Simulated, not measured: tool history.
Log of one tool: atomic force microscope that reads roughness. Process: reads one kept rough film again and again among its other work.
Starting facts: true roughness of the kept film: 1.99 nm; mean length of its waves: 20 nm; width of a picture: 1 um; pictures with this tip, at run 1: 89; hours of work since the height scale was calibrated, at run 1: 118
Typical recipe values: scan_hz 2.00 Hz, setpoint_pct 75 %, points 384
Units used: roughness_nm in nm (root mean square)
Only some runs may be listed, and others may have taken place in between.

run   hour  scan_hz  setpoint_pct  points  pictures with this tip  hours of work since the height scale was calibrated  roughness_nm
  1    0.0     2.00            75     384                      89                                                  118         1.273
  2    5.1     2.00            75     384                      99                                                  121         1.251
  3   14.7     2.00            75     384                     117                                                  127         1.212
  4   20.4     2.00            75     384                     127                                                  131         1.201
  5   27.0     2.00            75     384                     140                                                  135         1.177
  6   33.7     1.41            75     384                     152                                                  140         1.200
  7   42.2     2.00            75     384                     168                                                  145         1.120
  8   52.0     2.00            75     384                     187                                                  152         1.104
  9   58.4     1.30            75     384                     199                                                  156         1.137
 10   64.5     1.88            75     384                     210                                                  160         1.084
 11   69.2     1.88            75     384                     219                                                  163         1.056
      71.2  -- new tip fitted
 12   75.8     1.88            75     384                       8                                                  167         1.457
 13   82.7     1.88            79     384                      21                                                  171         1.374
 14   92.6     1.88            61     384                      40                                                  178         1.489
 15   98.9     0.92            63     753                      52                                                  182         1.519
 16  105.3     1.79            84     354                      64                                                  186         1.227
 17  114.0     1.79            84     354                      80                                                  191         1.193
 18  121.5     1.79            84     354                      94                                                  196         1.173
     123.0  -- height scale calibrated on a step standard
 19  128.1     2.19            75     384                     104                                                    3         1.204
 20  137.3     2.19            75     384                     122                                                    9         1.165
 21  145.8     0.96            55     276                     138                                                   15         1.304
 22  155.8     0.96            55     276                     156                                                   21         1.298
 23  162.0     0.65            55     276                     168                                                   25         1.265
 24  172.0     0.65            55     276                     187                                                   32         1.220
     175.2  -- height scale calibrated on a step standard, once more
 25  177.9     0.55            71     691                     196                                                    2         1.222
 26  184.3     0.55            71     691                     208                                                    6         1.207
 27  190.9     2.50            81     691                     220                                                   10         0.958

Hidden condition of the tool, last listed run before each entry between runs versus first listed run after:
Between runs 11 and 12: new tip fitted (hour 71.2)
  radius of the tip, nm: 30 -> 8.3
  measured minus no-state result, roughness_nm: -0.424 -> -0.036 nm (root mean square)
Between runs 18 and 19: height scale calibrated on a step standard (hour 123.0)
  radius of the tip, nm: 17.7 -> 18.7; height scale over the true one, %: -0.26 -> -0.34
  measured minus no-state result, roughness_nm: -0.220 -> -0.248 nm (root mean square)
Between runs 24 and 25: height scale calibrated on a step standard, once more (hour 175.2)
  radius of the tip, nm: 27.4 -> 28.3; height scale over the true one, %: -0.36 -> 0.04
  measured minus no-state result, roughness_nm: -0.438 -> -0.449 nm (root mean square)
